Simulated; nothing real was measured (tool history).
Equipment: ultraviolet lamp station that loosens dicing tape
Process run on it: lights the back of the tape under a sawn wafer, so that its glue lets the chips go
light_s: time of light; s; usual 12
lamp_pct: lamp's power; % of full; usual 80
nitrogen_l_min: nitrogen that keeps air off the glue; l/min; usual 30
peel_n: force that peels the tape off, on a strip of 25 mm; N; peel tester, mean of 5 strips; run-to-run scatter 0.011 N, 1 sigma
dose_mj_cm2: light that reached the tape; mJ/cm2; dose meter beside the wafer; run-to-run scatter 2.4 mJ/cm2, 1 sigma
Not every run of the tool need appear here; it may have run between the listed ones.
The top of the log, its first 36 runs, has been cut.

run	hour	light_s	lamp_pct	nitrogen_l_min	peel_n	dose_mj_cm2
37	1124.8	9	83	30	0.701	215
38	1147.3	20	68	22	0.303	391
39	1183.3	12	72	11	0.822	248
40	1223.9	11	86	11	0.72	269
41	1252.4	11	86	11	0.729	273
42	1289.7	11	86	11	0.711	270
43	1319.1	21	90	22	0.198	540
44	1349.9	10	81	25	0.635	231

Consider 3 possible next runs. They are alternatives, not a sequence: every one starts from the tool as it was left by run 44. What does each give?
# hour 1356.2: window cleaned of glue's vapour
A	1392.6	10	61	25	?	?
# hour 1356.2: window cleaned of glue's vapour
B	1392.6	12	81	19	?	?
# hour 1356.2: window cleaned of glue's vapour
C	1392.6	17	79	11	?	?

run	peel_n	dose_mj_cm2
A	0.981	175
B	0.544	277
C	0.418	384
Take away the tool's hidden state, keep each run's random variation, and the runs would have read:
run	peel_n	dose_mj_cm2
A	0.98	176
B	0.544	277
C	0.417	384
